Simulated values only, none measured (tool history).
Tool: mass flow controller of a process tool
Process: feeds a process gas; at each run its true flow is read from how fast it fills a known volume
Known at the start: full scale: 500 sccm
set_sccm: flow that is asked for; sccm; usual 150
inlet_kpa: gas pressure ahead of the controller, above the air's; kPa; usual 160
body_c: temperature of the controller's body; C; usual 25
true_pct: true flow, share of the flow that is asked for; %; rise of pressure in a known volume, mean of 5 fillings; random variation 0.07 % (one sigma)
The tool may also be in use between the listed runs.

Run 1, hour 0: usual settings. Result: true_pct 98.25 %.
Run 2, hour 148.9: usual settings but inlet_kpa 185 kPa. Result: true_pct 98.07 %.
Run 3, hour 338.5: usual settings but set_sccm 108 sccm, inlet_kpa 185 kPa. Result: true_pct 97.89 %.
Run 4, hour 531: usual settings but set_sccm 108 sccm, inlet_kpa 185 kPa. Result: true_pct 97.88 %.
Run 5, hour 707.8: usual settings. Result: true_pct 98.33 %.
Run 6, hour 856.9: usual settings but inlet_kpa 170 kPa. Result: true_pct 98.19 %.
Run 7, hour 1077: usual settings but inlet_kpa 170 kPa. Result: true_pct 98.19 %.
Run 8, hour 1292: usual settings but set_sccm 53 sccm. Result: true_pct 97.74 %.
Run 9, hour 1424.6: usual settings but set_sccm 53 sccm. Result: true_pct 97.72 %.
Run 10, hour 1638.1: usual settings but inlet_kpa 145 kPa. Result: true_pct 98.46 %.
Run 11, hour 1865.9: usual settings. Result: true_pct 98.63 %.
Run 12, hour 2061.9: usual settings. Result: true_pct 98.42 %.
Run 13, hour 2199.9: usual settings. Result: true_pct 98.4 %.
Run 14, hour 2408.3: usual settings but inlet_kpa 260 kPa. Result: true_pct 97.85 %.
Run 15, hour 2582: usual settings but set_sccm 218 sccm, inlet_kpa 170 kPa, body_c 28 C. Result: true_pct 99.12 %.
Run 16, hour 2717.8: usual settings but set_sccm 275 sccm, inlet_kpa 177 kPa. Result: true_pct 99.1 %.
Run 17, hour 2844.4: usual settings but set_sccm 275 sccm, inlet_kpa 177 kPa. Result: true_pct 99.08 %.
Run 18, hour 3041: usual settings but set_sccm 275 sccm, inlet_kpa 177 kPa. Result: true_pct 99.15 %.
Run 19, hour 3201.4: usual settings but set_sccm 91 sccm, inlet_kpa 226 kPa. Result: true_pct 97.82 %.
Run 20, hour 3422.3: usual settings but set_sccm 229 sccm, inlet_kpa 265 kPa, body_c 33 C. Result: true_pct 98.93 %.

Forecast run 21:
Run 21, hour 3581.1: usual settings but set_sccm 437 sccm, inlet_kpa 220 kPa, body_c 23 C. Result: true_pct ?.

Run 21 gave true_pct 99.82 %.
Without the tool's hidden state the same run would have given true_pct 99.45 %.

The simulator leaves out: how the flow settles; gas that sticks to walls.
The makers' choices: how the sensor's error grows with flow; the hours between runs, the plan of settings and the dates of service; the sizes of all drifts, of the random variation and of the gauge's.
